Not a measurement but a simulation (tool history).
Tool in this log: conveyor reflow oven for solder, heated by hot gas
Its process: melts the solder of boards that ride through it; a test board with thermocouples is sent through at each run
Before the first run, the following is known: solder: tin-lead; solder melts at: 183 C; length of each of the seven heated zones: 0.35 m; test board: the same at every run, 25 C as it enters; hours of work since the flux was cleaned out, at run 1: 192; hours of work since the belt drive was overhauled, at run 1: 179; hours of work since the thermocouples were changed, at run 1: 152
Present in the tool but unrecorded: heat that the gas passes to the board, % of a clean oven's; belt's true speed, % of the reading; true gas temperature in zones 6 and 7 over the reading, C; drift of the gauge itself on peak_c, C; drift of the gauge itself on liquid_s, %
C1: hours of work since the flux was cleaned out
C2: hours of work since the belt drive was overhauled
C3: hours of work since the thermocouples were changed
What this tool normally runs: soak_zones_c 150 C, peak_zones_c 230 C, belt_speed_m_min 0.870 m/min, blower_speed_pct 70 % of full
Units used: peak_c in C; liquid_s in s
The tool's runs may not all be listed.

Run 1, day 0.000: usual settings; C1 192; C2 179; C3 152. Result: peak_c 211.7 C, liquid_s 35.8 s.
Run 2, day 0.600: usual settings; C1 201; C2 187; C3 161. Result: peak_c 211.7 C, liquid_s 35.7 s.
Run 3, day 1.017: usual settings; C1 207; C2 194; C3 167. Result: peak_c 211.5 C, liquid_s 35.9 s.
Run 4, day 1.383: usual settings but belt_speed_m_min 0.969 m/min; C1 212; C2 199; C3 173. Result: peak_c 207.7 C, liquid_s 29.0 s.
Run 5, day 1.796: usual settings but belt_speed_m_min 0.969 m/min; C1 218; C2 205; C3 179. Result: peak_c 207.6 C, liquid_s 28.9 s.
Run 6, day 2.112: usual settings but blower_speed_pct 56 % of full; C1 223; C2 210; C3 183. Result: peak_c 207.8 C, liquid_s 32.1 s.
Run 7, day 2.488: usual settings but blower_speed_pct 56 % of full; C1 229; C2 215; C3 189. Result: peak_c 207.5 C, liquid_s 32.6 s.
Run 8, day 3.125: usual settings; C1 238; C2 225; C3 198. Result: peak_c 211.5 C, liquid_s 35.5 s.
Run 9, day 3.633: usual settings but blower_speed_pct 53 % of full; C1 246; C2 232; C3 206. Result: peak_c 206.4 C, liquid_s 31.4 s.
Run 10, day 4.158: usual settings but belt_speed_m_min 0.722 m/min; C1 253; C2 240; C3 214. Result: peak_c 216.9 C, liquid_s 47.3 s.
Run 11, day 4.650: usual settings but belt_speed_m_min 0.722 m/min; C1 261; C2 247; C3 221. Result: peak_c 216.7 C, liquid_s 47.2 s.
Run 12, day 5.062: usual settings but soak_zones_c 162 C, belt_speed_m_min 0.722 m/min; C1 267; C2 254; C3 227. Result: peak_c 218.5 C, liquid_s 52.7 s.
Run 13, day 5.596: usual settings but soak_zones_c 162 C, belt_speed_m_min 0.722 m/min; C1 275; C2 261; C3 235. Result: peak_c 218.6 C, liquid_s 53.0 s.
Run 14, day 6.200: usual settings but belt_speed_m_min 1.014 m/min; C1 284; C2 270; C3 244. Result: peak_c 205.6 C, liquid_s 26.2 s.
At day 6.550: flux residue cleaned out of gas plates and filters.
Run 15, day 6.804: usual settings but belt_speed_m_min 1.014 m/min; C1 4; C2 276; C3 250. Result: peak_c 208.8 C, liquid_s 29.4 s.
Run 16, day 7.392: usual settings but peak_zones_c 225 C, belt_speed_m_min 1.014 m/min; C1 12; C2 285; C3 258. Result: peak_c 205.2 C, liquid_s 26.6 s.
Run 17, day 7.950: usual settings but soak_zones_c 160 C, peak_zones_c 225 C, belt_speed_m_min 0.775 m/min; C1 21; C2 293; C3 267. Result: peak_c 214.2 C, liquid_s 46.8 s.
Run 18, day 8.317: usual settings but soak_zones_c 160 C, belt_speed_m_min 0.775 m/min; C1 26; C2 299; C3 272. Result: peak_c 218.8 C, liquid_s 48.4 s.
Run 19, day 8.821: usual settings but soak_zones_c 140 C, belt_speed_m_min 0.793 m/min, blower_speed_pct 85 % of full; C1 34; C2 306; C3 280. Result: peak_c 217.9 C, liquid_s 41.8 s.
Run 20, day 9.250: usual settings but belt_speed_m_min 0.838 m/min; C1 40; C2 312; C3 286. Result: peak_c 214.8 C, liquid_s 39.5 s.
Run 21, day 9.571: usual settings but belt_speed_m_min 1.028 m/min; C1 45; C2 317; C3 291. Result: peak_c 208.3 C, liquid_s 28.1 s.
Run 22, day 9.946: usual settings but peak_zones_c 243 C, belt_speed_m_min 1.028 m/min, blower_speed_pct 56 % of full; C1 50; C2 323; C3 296. Result: peak_c 212.9 C, liquid_s 29.8 s.
Run 23, day 10.512: usual settings but peak_zones_c 242 C, belt_speed_m_min 1.028 m/min, blower_speed_pct 56 % of full; C1 59; C2 331; C3 305. Result: peak_c 212.6 C, liquid_s 29.7 s.
Run 24, day 11.125: usual settings but peak_zones_c 232 C; C1 68; C2 340; C3 314. Result: peak_c 215.1 C, liquid_s 37.8 s.
Run 25, day 11.683: usual settings but peak_zones_c 231 C, blower_speed_pct 53 % of full; C1 76; C2 349; C3 322. Result: peak_c 209.2 C, liquid_s 33.5 s.
Run 26, day 12.179: usual settings but peak_zones_c 231 C, blower_speed_pct 53 % of full; C1 83; C2 356; C3 329. Result: peak_c 209.2 C, liquid_s 33.7 s.
Run 27, day 12.529: usual settings but soak_zones_c 143 C, peak_zones_c 233 C, belt_speed_m_min 0.914 m/min, blower_speed_pct 53 % of full; C1 89; C2 361; C3 335. Result: peak_c 207.0 C, liquid_s 28.5 s.
Run 28, day 12.875: usual settings but soak_zones_c 143 C, belt_speed_m_min 1.030 m/min, blower_speed_pct 53 % of full; C1 94; C2 366; C3 340. Result: peak_c 199.5 C, liquid_s 19.2 s.
Run 29, day 13.329: usual settings but peak_zones_c 239 C, belt_speed_m_min 0.872 m/min; C1 100; C2 373; C3 346. Result: peak_c 220.4 C, liquid_s 40.5 s.
Run 30, day 13.771: usual settings but soak_zones_c 163 C, peak_zones_c 239 C, belt_speed_m_min 0.872 m/min, blower_speed_pct 81 % of full; C1 107; C2 379; C3 353. Result: peak_c 225.5 C, liquid_s 46.4 s.
Run 31, day 14.396: usual settings but soak_zones_c 163 C, peak_zones_c 225 C, belt_speed_m_min 0.872 m/min, blower_speed_pct 81 % of full; C1 116; C2 389; C3 362. Result: peak_c 213.9 C, liquid_s 42.0 s.
Run 32, day 14.921: usual settings but peak_zones_c 238 C, belt_speed_m_min 0.904 m/min, blower_speed_pct 52 % of full; C1 124; C2 396; C3 370. Result: peak_c 212.5 C, liquid_s 34.1 s.

Take each entry between the runs: how does the hidden state at the last listed run before it differ from the hidden state at the first listed run after it?
Logged between run 14 and run 15: flux residue cleaned out of gas plates and filters (day 6.550)
  heat that the gas passes to the board, % of a clean oven's: 87.6 -> 99.8; belt's true speed, % of the reading: 99.16 -> 99.15; true gas temperature in zones 6 and 7 over the reading, C: 0.33 -> 0.34
  measured result minus the result with no hidden state, peak_c: -3.2 -> +0.5 C; liquid_s: -2.3 -> +0.6 s
